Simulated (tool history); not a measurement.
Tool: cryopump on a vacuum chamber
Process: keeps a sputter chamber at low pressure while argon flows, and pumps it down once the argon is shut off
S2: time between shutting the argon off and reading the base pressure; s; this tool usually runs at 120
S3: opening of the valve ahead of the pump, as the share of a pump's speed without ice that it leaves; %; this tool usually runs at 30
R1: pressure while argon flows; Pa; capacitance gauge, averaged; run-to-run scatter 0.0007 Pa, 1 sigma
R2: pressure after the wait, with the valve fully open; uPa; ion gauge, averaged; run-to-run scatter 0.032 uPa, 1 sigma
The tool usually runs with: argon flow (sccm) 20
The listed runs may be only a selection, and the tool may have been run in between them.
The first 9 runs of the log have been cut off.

Run 10, hour 523.1: usual settings but argon flow (sccm) 33, S2 294 s. Result: R1 0.2226 Pa, R2 1.50 uPa.
Run 11, hour 572.2: usual settings but argon flow (sccm) 14, S2 294 s. Result: R1 0.0943 Pa, R2 1.57 uPa.
At hour 619.0: pump warmed up, emptied and cooled again.
Run 12, hour 622.4: usual settings but argon flow (sccm) 14, S2 294 s. Result: R1 0.0865 Pa, R2 1.30 uPa.
Run 13, hour 692.1: usual settings but argon flow (sccm) 14, S2 60 s. Result: R1 0.0875 Pa, R2 3.57 uPa.
Run 14, hour 758.7: usual settings. Result: R1 0.1238 Pa, R2 2.15 uPa.
Run 15, hour 813.4: usual settings. Result: R1 0.1249 Pa, R2 2.12 uPa.
Run 16, hour 881.6: usual settings but argon flow (sccm) 24, S2 65 s. Result: R1 0.1511 Pa, R2 3.30 uPa.
Run 17, hour 942.6: usual settings but argon flow (sccm) 24, S2 65 s. Result: R1 0.1529 Pa, R2 3.40 uPa.
Run 18, hour 979.1: usual settings but argon flow (sccm) 29, S2 41 s. Result: R1 0.1825 Pa, R2 4.93 uPa.
Run 19, hour 1040.9: usual settings but argon flow (sccm) 29, S2 41 s. Result: R1 0.1853 Pa, R2 4.87 uPa.
Run 20, hour 1101.5: usual settings but argon flow (sccm) 27, S3 49 %. Result: R1 0.1094 Pa, R2 2.31 uPa.
At hour 1130.7: leaking fittings of the chamber tightened, without venting.
Run 21, hour 1155.0: usual settings but argon flow (sccm) 27, S3 49 %. Result: R1 0.1108 Pa, R2 1.75 uPa.
Run 22, hour 1186.7: usual settings but S2 24 s, S3 53 %. Result: R1 0.0763 Pa, R2 7.30 uPa.
Run 23, hour 1218.3: usual settings but argon flow (sccm) 34, S2 196 s, S3 16 %. Result: R1 0.4050 Pa, R2 1.26 uPa.
Run 24, hour 1267.8: usual settings but argon flow (sccm) 32, S2 196 s, S3 31 %. Result: R1 0.2032 Pa, R2 1.28 uPa.
Run 25, hour 1331.5: usual settings but argon flow (sccm) 30, S2 24 s, S3 28 %. Result: R1 0.2113 Pa, R2 7.23 uPa.
Run 26, hour 1361.0: usual settings but argon flow (sccm) 25, S2 24 s, S3 29 %. Result: R1 0.1715 Pa, R2 7.30 uPa.

Predict the results of run 27:
Run 27, hour 1428.9: usual settings but argon flow (sccm) 25, S2 74 s, S3 31 %. Result: R1 ?, R2 ?.

Run 27 gave R1 0.1611 Pa, R2 2.68 uPa.
Without the tool's hidden state the same run would have given R1 0.1480 Pa, R2 2.52 uPa.

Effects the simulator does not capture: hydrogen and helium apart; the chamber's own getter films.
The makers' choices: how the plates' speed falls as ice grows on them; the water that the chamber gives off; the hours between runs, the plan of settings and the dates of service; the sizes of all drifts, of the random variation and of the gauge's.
